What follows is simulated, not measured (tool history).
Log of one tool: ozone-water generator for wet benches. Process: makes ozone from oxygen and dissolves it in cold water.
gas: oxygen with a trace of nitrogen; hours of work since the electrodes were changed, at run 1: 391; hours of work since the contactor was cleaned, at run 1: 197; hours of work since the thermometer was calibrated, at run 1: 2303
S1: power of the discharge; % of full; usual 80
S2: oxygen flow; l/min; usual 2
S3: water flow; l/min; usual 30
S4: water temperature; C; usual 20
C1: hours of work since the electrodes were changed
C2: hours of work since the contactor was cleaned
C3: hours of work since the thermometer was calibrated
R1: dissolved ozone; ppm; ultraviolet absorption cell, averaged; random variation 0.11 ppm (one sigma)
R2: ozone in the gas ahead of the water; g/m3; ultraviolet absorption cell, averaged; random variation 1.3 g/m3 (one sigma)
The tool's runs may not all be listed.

run	hour	S1	S2	S3	S4	C1	C2	C3	R1	R2
1	0	80	2	30	20	391	197	2303	8.5	239.9
2	28.3	80	2	30	20	412	218	2325	8.5	239.2
3	58.7	80	2	30	13	436	242	2348	8.9	239.4
4	91.8	80	2	30	13	461	267	2373	9.1	241
5	113	80	2	30	13	477	283	2389	8.8	241
6	156.5	80	2	30	13	510	316	2423	8.8	242.6
7	180.8	80	2	30	13	529	335	2441	8.6	240.1
8	231.1	48	1.87	22	15	567	373	2479	8.7	177.2
9	257.6	80	1.21	43	20	587	393	2500	4.4	307
10	297.5	80	1.21	43	20	618	424	2530	4.2	307.1

The next listed run, before its measurement:
11	343	43	2.8	25	25	652	458	2565	?	?

{"run 11": {"R1": 7.2, "R2": 136.3}}
Without the tool's hidden state the same run would have given R1 7.2 ppm, R2 134.9 g/m3.

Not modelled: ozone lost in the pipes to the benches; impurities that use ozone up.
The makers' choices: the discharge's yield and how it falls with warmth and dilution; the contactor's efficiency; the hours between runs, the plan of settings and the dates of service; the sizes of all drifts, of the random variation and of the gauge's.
